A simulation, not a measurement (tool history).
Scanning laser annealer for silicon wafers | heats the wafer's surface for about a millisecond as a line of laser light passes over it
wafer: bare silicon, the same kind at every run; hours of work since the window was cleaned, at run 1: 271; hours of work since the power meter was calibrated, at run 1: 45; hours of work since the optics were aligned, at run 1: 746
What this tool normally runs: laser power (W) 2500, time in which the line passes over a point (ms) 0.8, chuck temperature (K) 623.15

run,hour,laser power (W),time in which the line passes over a point (ms),chuck temperature (K),hours of work since the window was cleaned,hours of work since the power meter was calibrated,hours of work since the optics were aligned,highest temperature of the surface (K)
1,0,2500,0.8,623.15,271,45,746,1305.15
2,17.5,2500,0.8,623.15,279,53,754,1304.15
3,33,2352,0.8,623.15,285,59,760,1260.15
4,50,2500,0.8,623.15,293,67,768,1303.15
5,72.6,2500,0.8,593.15,302,76,777,1278.15
6,92.3,2500,0.8,623.15,311,85,786,1304.15
7,114.7,2500,0.8,623.15,320,94,795,1305.15
8,141,2500,0.8,623.15,332,106,807,1303.15
9,155.7,2500,0.8,662.15,338,112,813,1341.15
10,181.9,2500,0.8,662.15,349,123,824,1338.15
11,202.9,2500,0.8,662.15,358,132,833,1340.15
12,220.9,2441,0.8,623.15,366,140,841,1279.15
# hour 239.2: window over the wafer cleaned
13,242,2500,0.8,623.15,1,148,849,1329.15
14,253.2,2500,0.8,623.15,6,153,854,1328.15
# hour 281.6: optics aligned, line set to its width
15,283.3,2500,0.8,623.15,17,164,1,1337.15
16,302.9,2500,0.8,623.15,25,172,9,1336.15
17,322.3,2587,0.8,623.15,33,180,17,1367.15
18,346,2587,0.8,623.15,44,191,28,1366.15
19,364.9,2500,0.669,623.15,52,199,36,1265.15
20,382.9,2500,0.669,623.15,59,206,43,1264.15
21,399.6,2616,0.902,623.15,67,213,51,1433.15
22,411.2,2616,0.902,623.15,72,218,55,1432.15
23,437.5,2359,0.8,631.15,83,230,67,1290.15
24,461.1,2247,0.8,623.15,93,240,77,1241.15
25,473.9,2165,0.731,584.15,98,245,82,1143.15
26,485.9,2165,0.731,619.15,104,250,88,1178.15
27,502.5,2165,0.731,619.15,111,258,95,1178.15
28,529.8,2657,0.994,643.15,122,269,106,1506.15
29,549.8,2517,0.839,638.15,131,278,115,1369.15
30,567.8,2500,0.596,623.15,139,285,123,1213.15
31,591,2500,0.868,623.15,149,295,133,1358.15
32,616.8,2453,0.766,658.15,160,306,144,1324.15
33,636.1,2453,0.766,658.15,168,315,152,1323.15
34,653.8,2453,0.766,658.15,175,322,159,1322.15

What would each run have given without the hidden state, its run-to-run variation left as it was?
What the log doesn't record here: light that passes the window, % of a clean one's; laser's true power over the reading, %; width of the line over the set one, %; drift of the gauge itself on peak_c, C.
run,highest temperature of the surface (K)
1,1339.15
2,1338.15
3,1293.15
4,1339.15
5,1315.15
6,1341.15
7,1343.15
8,1343.15
9,1381.15
10,1380.15
11,1383.15
12,1321.15
13,1340.15
14,1340.15
15,1340.15
16,1340.15
17,1372.15
18,1372.15
19,1271.15
20,1271.15
21,1442.15
22,1442.15
23,1299.15
24,1251.15
25,1153.15
26,1188.15
27,1189.15
28,1524.15
29,1384.15
30,1226.15
31,1377.15
32,1342.15
33,1341.15
34,1341.15
